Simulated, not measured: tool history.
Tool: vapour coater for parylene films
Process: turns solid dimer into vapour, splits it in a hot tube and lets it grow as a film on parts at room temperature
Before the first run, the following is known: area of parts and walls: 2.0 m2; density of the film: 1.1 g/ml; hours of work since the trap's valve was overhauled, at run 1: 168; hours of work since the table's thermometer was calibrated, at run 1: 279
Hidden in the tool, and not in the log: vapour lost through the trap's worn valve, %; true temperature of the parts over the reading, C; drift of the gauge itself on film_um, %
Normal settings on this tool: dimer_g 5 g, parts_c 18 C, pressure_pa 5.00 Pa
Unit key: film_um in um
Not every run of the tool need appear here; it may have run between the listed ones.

run     day  dimer_g  parts_c  pressure_pa  hours of work since the trap's valve was overhauled  hours of work since the table's thermometer was calibrated  film_um
  1   0.000        5       18         5.00                                                  168                                                         279     1.70
  2   0.650        5       18         5.00                                                  177                                                         287     1.69
  3   1.117        5       18         5.00                                                  183                                                         293     1.69
  4   1.825        5       18         5.00                                                  192                                                         302     1.69
  5   2.788        5       18         8.46                                                  205                                                         315     1.61
  6   3.304        5       18         2.53                                                  211                                                         321     1.78
  7   4.075        5       18         2.53                                                  221                                                         331     1.77
  8   4.650        5       18         9.11                                                  229                                                         339     1.57
  9   5.146        5       18         5.00                                                  235                                                         345     1.66
 10   5.796        5       18         5.00                                                  243                                                         353     1.68
 11   6.596        5       18         5.00                                                  254                                                         364     1.67
 12   7.650        5       18         5.00                                                  267                                                         377     1.65
 13   8.592        5       18         5.00                                                  280                                                         390     1.64
 14   9.188        5       18         5.00                                                  287                                                         397     1.64
 15   9.800        5       18         6.33                                                  295                                                         405     1.62
 16  10.654        3       18         5.00                                                  306                                                         416     0.98
 17  11.700        3       18         5.00                                                  320                                                         430     0.99
     12.212  -- trap's valve overhauled
 18  12.817        5       10         5.00                                                    8                                                         442     2.21
 19  13.775        6       17         7.96                                                   20                                                         454     2.11
 20  14.608        6       18         7.96                                                   31                                                         465     2.03
 21  15.121        3       14         3.04                                                   38                                                         472     1.29
 22  16.062        5       21        10.46                                                   50                                                         484     1.46
 23  16.754        5       21        10.46                                                   59                                                         493     1.48
 24  17.617        5       21        10.46                                                   70                                                         504     1.46
 25  18.308        6       11        10.51                                                   79                                                         513     2.46
 26  19.388        2       18         5.00                                                   93                                                         527     0.70
 27  20.046        9       23         4.04                                                  101                                                         536     2.66
 28  20.862        8       18         5.23                                                  112                                                         546     2.72
 29  21.838        9       10         5.28                                                  124                                                         559     3.85
 30  22.388        9       10         5.28                                                  132                                                         566     3.85
 31  23.362        9       10         5.28                                                  144                                                         578     3.83
 32  24.142        9       10         5.28                                                  154                                                         588     3.82
 33  25.208        5       14         2.90                                                  168                                                         602     2.07
 34  25.758        5       14         2.90                                                  175                                                         609     2.04

Describe how what the log doesn't record of the tool's condition differs between the last listed run preceding each entry between runs and the first listed run following it.
After run 17, before run 18: trap's valve overhauled (day 12.212)
  vapour lost through the trap's worn valve, %: 7.9 -> 0.7; true temperature of the parts over the reading, C: -0.32 -> -0.34
  measured minus no-state result, film_um: -0.07 -> -0.02 um
